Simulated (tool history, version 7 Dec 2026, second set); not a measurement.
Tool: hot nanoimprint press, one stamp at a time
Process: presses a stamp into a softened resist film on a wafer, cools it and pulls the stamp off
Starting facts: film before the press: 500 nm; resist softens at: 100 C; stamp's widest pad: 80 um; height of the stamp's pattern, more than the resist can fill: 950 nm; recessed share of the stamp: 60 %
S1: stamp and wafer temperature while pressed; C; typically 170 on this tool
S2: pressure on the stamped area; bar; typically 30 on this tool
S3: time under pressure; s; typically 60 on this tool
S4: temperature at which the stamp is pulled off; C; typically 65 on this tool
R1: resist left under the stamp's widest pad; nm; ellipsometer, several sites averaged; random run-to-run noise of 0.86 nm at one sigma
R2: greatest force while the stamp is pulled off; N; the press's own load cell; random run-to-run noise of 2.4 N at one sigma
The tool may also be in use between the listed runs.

run   hour   S1    S2   S3  S4     R1   R2
  1      0  170    30   60  65  299.3  119
  2   13.7  170    30   60  65  300.4  126
  3   29.1  170    30   60  72  300.7   97
  4   43.1  170    30   60  72  300.4  101
  5     57  170    30   60  72  299.2  101
  6   72.8  170    30   60  60  299.8  160
  7   85.5  170    30   60  65  301.2  135
  8    103  170    30   60  65  302.2  140
  9  122.5  170  43.9   60  65    266  150
 10  139.8  170  43.9   60  65    265  150
 11  158.1  170  43.9   45  65  294.1  156
 12    172  170  43.9   45  65  292.3  159
 13  185.4  170  43.9   45  65  294.8  168
 14  206.2  170  43.9   45  65  294.6  160
 15  222.9  170  43.9   45  65  294.7  171
 16  242.2  170  43.9   45  65  295.6  168
 17    261  180  36.5   54  70  190.3  152
 18  269.5  180  36.5   54  70  190.5  157
 19  284.5  180  36.5   54  70  191.8  162
 20  299.1  172  29.4   54  60  294.5  210
 21  308.3  180    30   51  65  213.8  186
 22  323.2  170  24.9   58  65  327.3  191
 23  333.5  170    30   40  56  345.9  250
     342.5  -- stamp cleaned and given a new release coat
 24  355.4  170    30  117  52  244.7  162
 25  376.3  165    25   60  65  380.7  120
 26  394.6  170  27.8   53  65  326.9  123
 27  407.2  170  27.8   53  65  326.8  119
 28  419.3  168  27.8  104  65  287.4  131
 29  428.2  168  27.8   47  65  360.3  129

A few steps of R1 between consecutive runs. Split each: what settings, incoming material and random variation would produce without the hidden state, and what is left over for the hidden state, along with gauge scatter present in only one of the two compared results (measured, and without hidden state):
Hidden state present: true temperature over the reading, C; pressure that arrives at the usual setting, %; grip of the stamp's worn release coat, % over a new coat's; drift of the gauge itself on residual_nm, %; drift of the gauge itself on pull_off_n, %.
Run 16 -> 17: S1 170 -> 180, S2 43.9 -> 36.5, S3 45 -> 54, S4 65 -> 70. R1 -105.3 nm: hidden state -1.9, all else -103.4.
Run 19 -> 20: S1 180 -> 172, S2 36.5 -> 29.4, S4 70 -> 60. R1 +102.7 nm: hidden state +1.4, all else +101.3.
Run 21 -> 22: S1 180 -> 170, S2 30 -> 24.9, S3 51 -> 58. R1 +113.5 nm: hidden state +1.3, all else +112.2.
Run 24 -> 25: S1 170 -> 165, S2 30 -> 25, S3 117 -> 60, S4 52 -> 65. R1 +136 nm: hidden state -0.6, all else +136.6.

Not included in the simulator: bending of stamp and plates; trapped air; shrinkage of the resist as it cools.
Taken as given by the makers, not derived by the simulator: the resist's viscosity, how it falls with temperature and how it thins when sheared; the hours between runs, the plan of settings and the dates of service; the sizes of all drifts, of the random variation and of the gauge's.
